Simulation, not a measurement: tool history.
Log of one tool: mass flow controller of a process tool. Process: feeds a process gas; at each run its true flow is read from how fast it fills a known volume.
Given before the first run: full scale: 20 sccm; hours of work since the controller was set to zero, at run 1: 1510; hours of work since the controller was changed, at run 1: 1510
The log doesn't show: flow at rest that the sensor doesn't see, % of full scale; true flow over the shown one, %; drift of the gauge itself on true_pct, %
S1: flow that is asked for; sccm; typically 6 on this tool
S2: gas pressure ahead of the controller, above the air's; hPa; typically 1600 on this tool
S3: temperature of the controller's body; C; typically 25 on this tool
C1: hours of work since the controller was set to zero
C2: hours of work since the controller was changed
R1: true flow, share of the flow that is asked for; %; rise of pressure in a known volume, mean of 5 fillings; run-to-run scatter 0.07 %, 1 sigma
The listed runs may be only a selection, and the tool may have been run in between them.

run     day  S1    S2  S3    C1    C2      R1
  1       0   6  1600  25  1510  1510  100.03
  2   1.875   6  1600  26  1535  1535   99.93
  3   5.233   6  2160  25  1579  1579   99.71
  4   8.717   6  2160  25  1625  1625   99.78
  5  10.638   6  2160  25  1650  1650   99.73
  6  13.512   6  1600  25  1687  1687  100.09
  7  16.354   6  1600  25  1725  1725  100.15
  8  19.158   6  1600  25  1762  1762  100.17
  9  20.846   6  1600  25  1784  1784  100.09
 10  23.712   6  1600  25  1821  1821  100.38
 11  27.638   6  1600  25  1873  1873  100.39
 12  30.525   3  1710  39  1911  1911   100.3
 13  33.833   8  1910  25  1954  1954  100.12
 14  37.883   8  1910  25  2008  2008  100.11
 15  41.671   5  1600  25  2057  2057  100.82
 16  44.096   5  1600  25  2089  2089  100.57
 17  47.267   5  1600  25  2131  2131  100.74
 18  49.567   3  1600  39  2161  2161   100.8
 19  52.538  17  2500  21  2200  2200  100.71
 20  55.988  11  1510  25  2245  2245  100.79
 21  57.933  11  2120  25  2271  2271  100.25

What if the next run were any one of these 4? Each begins from the tool's condition after run 21:
  A  61.333  10  1610  25  2316  2316   ?
  B  61.333   6  2070  25  2316  2316   ?
  C  61.333   5  1810  25  2316  2316   ?
  D  61.333  11  2120  30  2316  2316   ?

run      R1
  A  100.54
  B  100.49
  C  100.85
  D  100.05
Without the tool's unlogged condition, the same runs would have read:
run     R1
  A   99.1
  B  98.52
  C  98.61
  D  98.68
